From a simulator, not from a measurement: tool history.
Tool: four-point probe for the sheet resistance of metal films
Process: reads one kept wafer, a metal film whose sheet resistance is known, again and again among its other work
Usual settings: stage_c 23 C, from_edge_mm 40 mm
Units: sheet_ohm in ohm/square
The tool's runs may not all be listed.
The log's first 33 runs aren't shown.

| run | hour | stage_c | from_edge_mm | touches since the probe head was changed | hours of work since the stage's thermometer was calibrated | sheet_ohm |
|---|---|---|---|---|---|---|
| 34 | 2041.0 | 27 | 17 | 49195 | 242 | 0.154281 |
| 35 | 2076.6 | 30 | 44 | 49744 | 267 | 0.153938 |
| 36 | 2119.4 | 25 | 24 | 50403 | 297 | 0.153991 |
| 37 | 2197.5 | 19 | 5 | 51606 | 352 | 0.158896 |
| 38 | 2281.8 | 21 | 12 | 52904 | 411 | 0.154695 |
| 39 | 2321.8 | 21 | 12 | 53521 | 439 | 0.154709 |
| 40 | 2388.8 | 21 | 12 | 54554 | 486 | 0.154714 |
| 41 | 2464.7 | 28 | 16 | 55722 | 540 | 0.154466 |
| 42 | 2514.1 | 28 | 8 | 56483 | 574 | 0.156006 |
| 43 | 2548.8 | 30 | 9 | 57018 | 599 | 0.155601 |
| 44 | 2614.6 | 29 | 10 | 58031 | 645 | 0.155341 |

Forecast each of these 5 alternatives for the next run:
| A | 2675.0 | 26 | 6 | 58962 | 688 | ? |
| B | 2675.0 | 23 | 20 | 58962 | 688 | ? |
| C | 2675.0 | 24 | 55 | 58962 | 688 | ? |
| D | 2675.0 | 21 | 4 | 58962 | 688 | ? |
| E | 2675.0 | 24 | 22 | 58962 | 688 | ? |

| run | sheet_ohm |
|---|---|
| A | 0.157550 |
| B | 0.154216 |
| C | 0.153918 |
| D | 0.161688 |
| E | 0.154134 |
Without the tool's hidden state the same runs would have given:
| run | sheet_ohm |
|---|---|
| A | 0.157488 |
| B | 0.154154 |
| C | 0.153856 |
| D | 0.161622 |
| E | 0.154072 |
